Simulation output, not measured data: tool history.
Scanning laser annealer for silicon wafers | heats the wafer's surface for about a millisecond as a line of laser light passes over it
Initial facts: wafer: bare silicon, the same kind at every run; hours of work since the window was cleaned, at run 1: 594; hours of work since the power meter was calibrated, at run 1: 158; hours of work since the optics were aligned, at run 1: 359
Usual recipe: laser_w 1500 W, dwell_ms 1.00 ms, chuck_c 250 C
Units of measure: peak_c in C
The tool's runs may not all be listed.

run   hour  laser_w  dwell_ms  chuck_c  hours of work since the window was cleaned  hours of work since the power meter was calibrated  hours of work since the optics were aligned  peak_c
  1    0.0     1500      1.00      250                                         594                                                 158                                          359     934
  2   16.1     1500      1.00      250                                         604                                                 168                                          369     929
  3   24.8     1500      1.00      250                                         609                                                 173                                          374     934
  4   36.5     1500      1.00      250                                         617                                                 181                                          381     931
  5   54.7     1500      1.00      250                                         628                                                 192                                          393     930
  6   66.2     1500      1.00      250                                         635                                                 199                                          400     933
  7   83.0     1500      1.00      250                                         645                                                 209                                          410     933
  8   93.7     1500      1.00      250                                         651                                                 215                                          416     932
  9  111.0     1500      1.00      250                                         662                                                 226                                          427     930
 10  119.3     1500      1.00      250                                         667                                                 231                                          432     932
 11  134.8     1500      1.00      250                                         677                                                 241                                          441     931
 12  149.5     1500      1.00      250                                         686                                                 250                                          450     931
     160.5  -- window over the wafer cleaned
 13  166.9     1500      0.74      250                                           4                                                 259                                          460     851
 14  177.6     1430      0.74      278                                          10                                                 266                                          466     851
 15  187.2     1573      1.00      250                                          16                                                 271                                          472     979
 16  201.1     1518      1.00      270                                          25                                                 280                                          481     973
 17  214.2     1518      1.01      258                                          33                                                 288                                          489     964

What will run 18 give?
 18  225.3     1608      1.00      250                                          40                                                 295                                          496       ?

peak_c: 989 C
Take away the tool's hidden state, keep the run-to-run variation as it was, and the same run would have given peak_c 995 C.
